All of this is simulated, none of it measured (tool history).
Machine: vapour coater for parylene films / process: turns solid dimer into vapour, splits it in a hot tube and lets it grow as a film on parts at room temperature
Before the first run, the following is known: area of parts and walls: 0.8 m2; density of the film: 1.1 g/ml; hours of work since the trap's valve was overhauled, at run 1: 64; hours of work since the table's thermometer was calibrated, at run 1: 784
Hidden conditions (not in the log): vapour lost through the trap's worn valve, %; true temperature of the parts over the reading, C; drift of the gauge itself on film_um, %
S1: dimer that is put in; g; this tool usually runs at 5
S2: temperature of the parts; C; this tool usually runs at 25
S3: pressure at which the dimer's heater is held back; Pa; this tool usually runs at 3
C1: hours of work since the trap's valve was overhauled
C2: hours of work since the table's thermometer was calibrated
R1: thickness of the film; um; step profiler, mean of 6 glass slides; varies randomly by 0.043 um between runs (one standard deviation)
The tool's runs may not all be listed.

Run 1, hour 0: usual settings; C1 64; C2 784. Result: R1 4.67 um.
Run 2, hour 46.8: usual settings; C1 84; C2 804. Result: R1 4.67 um.
Run 3, hour 86.3: usual settings; C1 101; C2 822. Result: R1 4.62 um.
Run 4, hour 127.4: usual settings; C1 120; C2 840. Result: R1 4.66 um.
Run 5, hour 178.9: usual settings; C1 142; C2 862. Result: R1 4.63 um.
Run 6, hour 207: usual settings; C1 155; C2 875. Result: R1 4.56 um.
Run 7, hour 256.4: usual settings but S2 24 C, S3 3.31 Pa; C1 176; C2 897. Result: R1 4.75 um.
Run 8, hour 287.9: usual settings but S1 8 g, S2 24 C, S3 9.85 Pa; C1 190; C2 910. Result: R1 6.29 um.
Run 9, hour 330.7: usual settings but S2 23 C; C1 209; C2 929. Result: R1 4.96 um.
Run 10, hour 362.1: usual settings but S2 18 C, S3 3.34 Pa; C1 223; C2 943. Result: R1 5.24 um.
Run 11, hour 389: usual settings but S2 18 C, S3 3.34 Pa; C1 235; C2 955. Result: R1 5.32 um.
Run 12, hour 431.4: usual settings but S2 30 C, S3 7.62 Pa; C1 253; C2 974. Result: R1 3.1 um.

Alternative continuations, all from the tool just after run 12; predict every row:
Run A, hour 470.6: usual settings but S3 6.82 Pa; C1 271; C2 991. Result: R1 ?.
Run B, hour 470.6: usual settings but S1 2 g, S2 27 C, S3 7.62 Pa; C1 271; C2 991. Result: R1 ?.
Run C, hour 470.6: usual settings but S2 20 C; C1 271; C2 991. Result: R1 ?.

run    R1
  A  3.91
  B  1.38
  C  5.23
The same runs, with their run-to-run variation unchanged, on a tool lacking any hidden condition would have given:
run    R1
  A  4.09
  B  1.45
  C  5.57
